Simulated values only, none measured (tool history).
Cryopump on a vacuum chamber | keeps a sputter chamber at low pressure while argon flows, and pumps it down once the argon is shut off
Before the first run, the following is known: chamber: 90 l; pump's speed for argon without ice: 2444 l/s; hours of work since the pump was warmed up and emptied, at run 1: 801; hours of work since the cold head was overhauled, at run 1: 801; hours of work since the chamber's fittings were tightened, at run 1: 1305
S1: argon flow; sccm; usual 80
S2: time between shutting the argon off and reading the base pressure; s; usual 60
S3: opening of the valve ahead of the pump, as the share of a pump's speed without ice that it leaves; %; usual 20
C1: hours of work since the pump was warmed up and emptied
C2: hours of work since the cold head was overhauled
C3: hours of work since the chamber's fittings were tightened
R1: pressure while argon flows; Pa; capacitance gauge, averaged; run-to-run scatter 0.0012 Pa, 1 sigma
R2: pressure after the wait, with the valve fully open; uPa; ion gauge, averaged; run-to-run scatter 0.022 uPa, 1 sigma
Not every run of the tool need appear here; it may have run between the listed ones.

run   hour  S1   S2  S3   C1    C2    C3      R1    R2
  1    0.0  80   60  20  801   801  1305  0.2902  1.12
  2   39.3  80   60  20  830   830  1334  0.2894  1.13
  3   60.8  80   60  20  847   847  1351  0.2881  1.20
  4   84.1  80   60  56  864   864  1368  0.1134  1.14
  5  119.7  80   60  22  891   891  1395  0.2670  1.19
  6  138.8  80   60  22  906   906  1410  0.2672  1.20
  7  171.2  80   60  22  930   930  1434  0.2677  1.21
     188.6  -- pump warmed up, emptied and cooled again
  8  197.8  80   60  20    7   947  1451  0.2782  1.07
  9  225.1  80   60  20   28   967  1471  0.2776  1.14
 10  263.8  80   60  20   57   997  1501  0.2782  1.13
 11  301.7  80   60  20   86  1025  1529  0.2810  1.05
 12  345.0  80  241  20  118  1058  1562  0.2796  0.75
 13  386.5  80  241  20  150  1089  1593  0.2794  0.74
 14  423.6  73  199  20  178  1118  1622  0.2554  0.77
 15  461.7  80   55  20  207  1146  1650  0.2792  1.23
 16  482.3  65  128  18  222  1162  1666  0.2527  0.88
 17  527.1  80   60  50  256  1196  1700  0.1148  1.22
 18  549.9  80   60  50  274  1213  1717  0.1156  1.19
 19  575.0  50   60  50  293  1232  1736  0.0721  1.19
 20  615.0  41  294  16  323  1262  1766  0.1802  0.80
 21  648.0  45   21  19  348  1287  1791  0.1683  2.25

Pick out some run-to-run changes in R1. Of each, how much would a tool without hidden state show as well, from the settings, what came in and chance, and how much is left for the hidden state and any gauge scatter not in both results compared?
Hidden conditions of the tool in this case: pump's speed, % of a pump's without ice; cold plate's temperature, K; leak into the chamber, uPa l/s; drift of the gauge itself on working_pa, %; drift of the gauge itself on base_upa, %.
Run 3 -> 4: S3 20 -> 56. R1 -0.1747 Pa: hidden state +0.0004, all else -0.1751.
Run 4 -> 5: S3 56 -> 22. R1 +0.1536 Pa: hidden state +0.0004, all else +0.1532.
Run 7 -> 8: S3 22 -> 20, pump warmed up, emptied and cooled again. R1 +0.0105 Pa: hidden state -0.0139, all else +0.0244.
Run 18 -> 19: S1 80 -> 50. R1 -0.0435 Pa: hidden state -0.0016, all else -0.0419.
